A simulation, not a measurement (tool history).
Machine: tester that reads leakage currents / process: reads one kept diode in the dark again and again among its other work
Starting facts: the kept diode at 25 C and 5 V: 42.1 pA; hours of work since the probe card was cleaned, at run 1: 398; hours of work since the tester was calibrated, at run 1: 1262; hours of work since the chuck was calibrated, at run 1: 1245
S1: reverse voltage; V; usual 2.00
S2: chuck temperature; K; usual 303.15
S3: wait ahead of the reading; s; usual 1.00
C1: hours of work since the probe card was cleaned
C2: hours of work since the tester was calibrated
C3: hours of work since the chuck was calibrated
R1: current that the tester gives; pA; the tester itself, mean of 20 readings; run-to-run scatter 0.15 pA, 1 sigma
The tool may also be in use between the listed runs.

| run | hour | S1 | S2 | S3 | C1 | C2 | C3 | R1 |
|---|---|---|---|---|---|---|---|---|
| 1 | 0.0 | 2.00 | 303.15 | 1.00 | 398 | 1262 | 1245 | 50.28 |
| 2 | 28.1 | 2.00 | 303.15 | 1.00 | 409 | 1273 | 1256 | 50.63 |
| 3 | 45.7 | 2.00 | 303.15 | 1.00 | 416 | 1280 | 1263 | 50.46 |
| 4 | 60.0 | 2.00 | 303.15 | 1.00 | 422 | 1286 | 1269 | 50.62 |
| 5 | 91.2 | 2.00 | 303.15 | 1.00 | 435 | 1299 | 1282 | 50.84 |
| 6 | 120.3 | 2.00 | 303.15 | 1.00 | 447 | 1310 | 1294 | 50.85 |
| 7 | 143.6 | 2.00 | 303.15 | 1.00 | 456 | 1320 | 1303 | 50.51 |
| 8 | 161.8 | 2.00 | 318.15 | 1.00 | 463 | 1327 | 1310 | 177.34 |
| 9 | 190.7 | 2.00 | 323.15 | 1.00 | 475 | 1339 | 1322 | 263.00 |
| 10 | 219.9 | 2.00 | 322.15 | 1.00 | 487 | 1351 | 1334 | 243.61 |
| 11 | 248.7 | 2.00 | 322.15 | 1.00 | 499 | 1362 | 1346 | 245.26 |
| 12 | 269.6 | 6.28 | 303.15 | 1.00 | 507 | 1371 | 1354 | 84.70 |
| 13 | 295.3 | 6.28 | 303.15 | 1.00 | 518 | 1381 | 1364 | 84.42 |
| 14 | 318.5 | 4.68 | 303.15 | 1.00 | 527 | 1391 | 1374 | 74.72 |
| 15 | 344.5 | 4.68 | 303.15 | 1.00 | 537 | 1401 | 1384 | 74.43 |
| 16 | 360.1 | 3.20 | 310.15 | 0.69 | 544 | 1408 | 1391 | 113.55 |
| 17 | 380.1 | 8.78 | 296.15 | 3.31 | 552 | 1416 | 1399 | 53.74 |
| 18 | 405.2 | 4.43 | 296.15 | 3.65 | 562 | 1426 | 1409 | 39.34 |
| 19 | 430.5 | 2.66 | 296.15 | 2.11 | 572 | 1436 | 1419 | 31.26 |
| 20 | 443.1 | 2.66 | 296.15 | 2.11 | 577 | 1441 | 1424 | 31.60 |
| 21 | 456.1 | 2.66 | 296.15 | 2.11 | 583 | 1446 | 1430 | 31.43 |
| 22 | 483.5 | 2.66 | 296.15 | 2.11 | 594 | 1458 | 1441 | 31.41 |
| 23 | 501.3 | 2.66 | 296.15 | 2.11 | 601 | 1465 | 1448 | 31.41 |
| 24 | 518.5 | 2.26 | 308.15 | 8.28 | 608 | 1472 | 1455 | 82.62 |
| 25 | 532.4 | 1.82 | 315.15 | 0.64 | 613 | 1477 | 1460 | 135.13 |
| 26 | 548.5 | 1.82 | 315.15 | 0.64 | 620 | 1484 | 1467 | 135.57 |

For run 27, what comes out?
| 27 | 564.5 | 1.82 | 315.15 | 0.64 | 626 | 1490 | 1473 | ? |

R1: 135.88 pA
Had the tool carried no hidden state, the very same run would have given R1 121.99 pA.
